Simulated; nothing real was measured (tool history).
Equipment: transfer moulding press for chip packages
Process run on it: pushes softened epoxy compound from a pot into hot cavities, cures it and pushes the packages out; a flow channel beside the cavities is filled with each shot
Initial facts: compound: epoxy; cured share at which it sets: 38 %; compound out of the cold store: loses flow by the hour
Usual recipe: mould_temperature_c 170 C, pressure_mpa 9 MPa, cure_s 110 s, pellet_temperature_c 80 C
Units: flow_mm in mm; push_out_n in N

run   hour  mould_temperature_c  pressure_mpa  cure_s  pellet_temperature_c  incoming compound's hours out of the cold store  flow_mm  push_out_n
  1      0                  170             9     110                    80                                             18.8      755         864
       5.1  -- cavities cleaned with cleaning compound and waxed
  2   16.5                  170             9     110                    80                                             27.6      740         636
  3   24.4                  170             9     110                    80                                             36.9      721         703
  4   39.3                  170             9     110                    80                                              8.5      777         838
  5   52.3                  170             9     110                    80                                             30.3      731         862
      61.9  -- cavities cleaned with cleaning compound and waxed
  6   70.1                  170             9     110                    80                                             33.6      726         598
  7   83.9                  170             9     110                    80                                             16.9      750         721
  8   91.5                  170             9     110                    80                                             34.3      722         737
  9    105                  170             9     110                    80                                             19.1      749         865
     118.3  -- cavities cleaned with cleaning compound and waxed
 10    121                  170             9     110                    80                                               29      736         567
 11  129.8                  170             9     110                    80                                             29.1      724         644
 12  144.6                  170             9     110                    80                                             11.1      771         752
 13    159                  170             9     110                    80                                             28.6      717         843
 14  169.6                  170             9     110                    79                                              9.4      766         920
     174.9  -- cavities cleaned with cleaning compound and waxed
 15  184.4                  170             9     126                    80                                             13.5      747         493
     188.1  -- plunger's sealing rings changed
 16  202.3                  167             9     110                    80                                               13      799         981
 17  218.9                  167             9     110                    80                                               19      794        1058
 18  226.3                  170             9     110                    78                                             26.2      762         869
     234.3  -- cavities cleaned with cleaning compound and waxed
 19  243.3                  163             9     110                    85                                             33.1      781        1029
 20  256.5                  167          9.73      99                    80                                             44.4      755        1098
 21  268.6                  170          9.11     146                    75                                             37.2      740         522
 22  280.6                  170          7.88      95                    86                                             33.8      690        1198
     291.5  -- cavities cleaned with cleaning compound and waxed
 23  294.3                  175          9.24     113                    85                                             47.7      706         380
 24  308.7                  170          9.97     120                    84                                             37.3      768         583
 25  316.3                  175          9.97      99                    86                                               27      774         678

Difference, measured minus no-hidden-state, one row per run. Run-to-run variation is common to both terms; the gauge's own scatter need not be:
Hidden conditions of the tool in this case: true mould temperature over the reading, C; pressure that reaches the compound, % of what is set; grip of the stained cavities, % over clean ones'; drift of the gauge itself on flow_mm, %; drift of the gauge itself on push_out_n, %.
run  flow_mm  push_out_n
  1      -20        +371
  2      -21        +133
  3      -21        +197
  4      -24        +310
  5      -24        +357
  6      -25        +106
  7      -28        +214
  8      -27        +252
  9      -29        +347
 10      -30         +57
 11      -31        +136
 12      -34        +252
 13      -33        +332
 14      -36        +392
 15      -37         +94
 16       +1        +328
 17       -1        +430
 18       -2        +372
 19       -3        +205
 20       -4        +345
 21       -5        +187
 22       -6        +500
 23       -7         +35
 24       -9        +159
 25      -10        +220
